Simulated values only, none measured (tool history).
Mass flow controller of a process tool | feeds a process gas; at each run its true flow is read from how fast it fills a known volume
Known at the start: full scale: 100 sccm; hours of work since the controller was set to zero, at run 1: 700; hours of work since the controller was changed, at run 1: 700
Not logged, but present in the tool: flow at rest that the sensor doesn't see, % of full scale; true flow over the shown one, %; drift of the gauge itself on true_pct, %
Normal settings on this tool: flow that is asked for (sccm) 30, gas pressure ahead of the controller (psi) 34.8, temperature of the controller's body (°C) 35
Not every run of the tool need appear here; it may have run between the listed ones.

| run | day | flow that is asked for (sccm) | gas pressure ahead of the controller (psi) | temperature of the controller's body (°C) | hours of work since the controller was set to zero | hours of work since the controller was changed | true flow (%) |
|---|---|---|---|---|---|---|---|
| 1 | 0.000 | 30 | 34.8 | 35 | 700 | 700 | 98.65 |
| 2 | 3.083 | 30 | 36.1 | 35 | 726 | 726 | 98.64 |
| 3 | 5.296 | 30 | 34.8 | 20 | 744 | 744 | 99.05 |
| 4 | 7.217 | 30 | 34.8 | 20 | 761 | 761 | 99.17 |
| 5 | 8.738 | 30 | 35.8 | 20 | 773 | 773 | 99.22 |
| 6 | 11.696 | 30 | 35.8 | 20 | 798 | 798 | 99.28 |
| 7 | 13.562 | 30 | 35.8 | 20 | 814 | 814 | 98.97 |
| 8 | 15.171 | 30 | 24.5 | 35 | 828 | 828 | 98.60 |
| 9 | 16.488 | 30 | 24.5 | 35 | 839 | 839 | 98.35 |
| 10 | 19.071 | 30 | 34.8 | 35 | 861 | 861 | 98.72 |
| 11 | 20.867 | 30 | 34.8 | 35 | 876 | 876 | 98.68 |
| 12 | 23.221 | 30 | 34.8 | 35 | 896 | 896 | 98.60 |
| 13 | 25.400 | 14 | 24.1 | 34 | 914 | 914 | 98.65 |
| 14 | 28.575 | 11 | 38.6 | 23 | 941 | 941 | 99.31 |
| 15 | 30.842 | 11 | 38.6 | 23 | 960 | 960 | 99.25 |
| 16 | 33.667 | 13 | 34.8 | 38 | 984 | 984 | 98.75 |
| 17 | 35.725 | 35 | 34.8 | 35 | 1001 | 1001 | 98.61 |
| 18 | 38.783 | 13 | 21.6 | 26 | 1027 | 1027 | 98.82 |
| 19 | 41.458 | 13 | 21.6 | 26 | 1049 | 1049 | 98.83 |
| 20 | 42.742 | 13 | 21.6 | 26 | 1060 | 1060 | 98.86 |
| 21 | 44.046 | 13 | 21.6 | 26 | 1071 | 1071 | 98.84 |
| 22 | 46.767 | 27 | 35.4 | 38 | 1094 | 1094 | 98.60 |
| 23 | 48.862 | 23 | 34.8 | 21 | 1112 | 1112 | 99.18 |

Here are 4 independent what-if runs from the current tool condition. What would each one return?
| A | 51.054 | 12 | 34.7 | 21 | 1130 | 1130 | ? |
| B | 51.054 | 30 | 34.8 | 24 | 1130 | 1130 | ? |
| C | 51.054 | 23 | 28.6 | 21 | 1130 | 1130 | ? |
| D | 51.054 | 23 | 34.8 | 22 | 1130 | 1130 | ? |

| run | true flow (%) |
|---|---|
| A | 99.22 |
| B | 99.01 |
| C | 98.90 |
| D | 99.03 |
What these runs would have given with no unlogged condition in the tool:
| run | true flow (%) |
|---|---|
| A | 98.20 |
| B | 98.63 |
| C | 98.40 |
| D | 98.52 |

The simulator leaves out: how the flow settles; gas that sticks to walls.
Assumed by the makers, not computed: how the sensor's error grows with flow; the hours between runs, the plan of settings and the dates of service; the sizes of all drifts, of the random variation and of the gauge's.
